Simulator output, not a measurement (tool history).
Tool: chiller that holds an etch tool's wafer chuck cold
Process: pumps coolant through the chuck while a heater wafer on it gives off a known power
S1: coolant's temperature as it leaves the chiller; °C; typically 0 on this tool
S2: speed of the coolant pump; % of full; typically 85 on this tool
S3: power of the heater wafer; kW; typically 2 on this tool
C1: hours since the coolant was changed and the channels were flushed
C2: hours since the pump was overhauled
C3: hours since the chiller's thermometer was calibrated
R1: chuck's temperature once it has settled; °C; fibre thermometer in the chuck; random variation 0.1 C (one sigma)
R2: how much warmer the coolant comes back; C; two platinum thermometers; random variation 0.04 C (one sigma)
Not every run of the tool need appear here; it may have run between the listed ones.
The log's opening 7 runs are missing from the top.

| run | day | S1 | S2 | S3 | C1 | C2 | C3 | R1 | R2 |
|---|---|---|---|---|---|---|---|---|---|
| 8 | 16.217 | -1 | 85 | 2 | 190 | 398 | 94 | 13.7 | 8.6 |
| 9 | 17.788 | -1 | 85 | 2 | 227 | 436 | 132 | 13.8 | 8.66 |
| 10 | 19.296 | -1 | 85 | 2 | 264 | 472 | 168 | 14.1 | 8.7 |
| 11 | 20.508 | -9 | 85 | 2 | 293 | 501 | 197 | 5.8 | 8.63 |
| 12 | 23.358 | -9 | 85 | 2 | 361 | 570 | 265 | 5.9 | 8.65 |
| 13 | 25.042 | -9 | 85 | 2 | 401 | 610 | 306 | 5.8 | 8.78 |
| 14 | 27.804 | -9 | 85 | 2 | 468 | 676 | 372 | 5.8 | 8.74 |
| 15 | 30.342 | -9 | 85 | 2 | 529 | 737 | 433 | 5.9 | 8.75 |
| 16 | 32.146 | -9 | 85 | 2 | 572 | 781 | 476 | 5.8 | 8.74 |
| 17 | 34.638 | 2 | 85 | 2.603 | 632 | 840 | 536 | 21.3 | 11.31 |
| 18 | 37.258 | 0 | 96 | 1.283 | 695 | 903 | 599 | 8.8 | 4.92 |
| 19 | 38.642 | 0 | 62 | 1.211 | 728 | 937 | 632 | 11.5 | 7.35 |
| 20 | 40.088 | 0 | 62 | 1.211 | 763 | 971 | 667 | 11.3 | 7.33 |
| 21 | 41.646 | 8 | 85 | 2 | 800 | 1009 | 704 | 23.1 | 8.71 |
| 22 | 43.138 | -3 | 75 | 1.889 | 836 | 1044 | 740 | 12.6 | 9.42 |
| 23 | 45.733 | 7 | 76 | 2.703 | 898 | 1107 | 802 | 28.7 | 13.18 |
| 24 | 47.258 | -8 | 79 | 1.484 | 935 | 1143 | 839 | 3.8 | 6.95 |
| 25 | 48.858 | -9 | 85 | 1.748 | 973 | 1182 | 877 | 4.1 | 7.6 |
| 26 | 51.304 | -9 | 85 | 1.748 | 1032 | 1240 | 936 | 4.1 | 7.64 |
| 27 | 53.662 | -9 | 95 | 2.579 | 1088 | 1297 | 993 | 9 | 10 |
| 28 | 55.929 | 0 | 83 | 1.939 | 1143 | 1351 | 1047 | 15.1 | 8.65 |
| 29 | 57.279 | 0 | 91 | 2.79 | 1175 | 1384 | 1080 | 20 | 11.28 |
| 30 | 59.95 | 0 | 91 | 2.79 | 1239 | 1448 | 1144 | 19.9 | 11.3 |
| 31 | 62.917 | 0 | 71 | 2.405 | 1310 | 1519 | 1215 | 20.5 | 12.77 |

3 options for the next run, each taken on its own from the tool as it stands now. Forecast them:
| A | 64.283 | 1 | 71 | 2.121 | 1343 | 1552 | 1248 | ? | ? |
| B | 64.283 | 9 | 61 | 2.288 | 1343 | 1552 | 1248 | ? | ? |
| C | 64.283 | -6 | 69 | 1.255 | 1343 | 1552 | 1248 | ? | ? |

| run | R1 | R2 |
|---|---|---|
| A | 19.2 | 11.22 |
| B | 30.7 | 14.16 |
| C | 4.8 | 6.84 |
The same runs, with their run-to-run variation unchanged, on a tool lacking any hidden condition would have given:
| run | R1 | R2 |
|---|---|---|
| A | 18.7 | 11.17 |
| B | 30.2 | 14.08 |
| C | 4.5 | 6.8 |
